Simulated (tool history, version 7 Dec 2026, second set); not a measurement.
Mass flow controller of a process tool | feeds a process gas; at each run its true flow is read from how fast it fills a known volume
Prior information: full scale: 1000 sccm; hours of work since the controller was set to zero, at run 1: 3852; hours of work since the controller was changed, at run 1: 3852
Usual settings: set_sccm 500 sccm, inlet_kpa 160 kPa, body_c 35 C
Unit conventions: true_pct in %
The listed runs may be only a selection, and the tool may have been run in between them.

run	hour	set_sccm	inlet_kpa	body_c	hours of work since the controller was set to zero	hours of work since the controller was changed	true_pct
1	0	500	160	35	3852	3852	96.86
2	106.7	500	160	35	3924	3924	96.8
3	231.7	500	160	35	4009	4009	96.83
4	401.5	500	160	35	4125	4125	96.84
5	537.4	500	160	35	4217	4217	96.7
6	632	661	160	35	4281	4281	96.96
7	814	563	279	35	4405	4405	97.41
8	972	217	186	37	4512	4512	97.28
9	1080.4	500	142	35	4586	4586	96.73
10	1200.5	126	160	21	4667	4667	99.85

Branching from run 10: 4 alternative next runs. What would each branch give?
A	1326.8	276	160	35	4753	4753	?
B	1326.8	287	200	35	4753	4753	?
C	1326.8	427	160	35	4753	4753	?
D	1326.8	980	158	24	4753	4753	?

run	true_pct
A	96.91
B	96.93
C	96.62
D	98.2
Without the tool's hidden state the same runs would have given:
run	true_pct
A	97.17
B	97.27
C	97.55
D	99.81
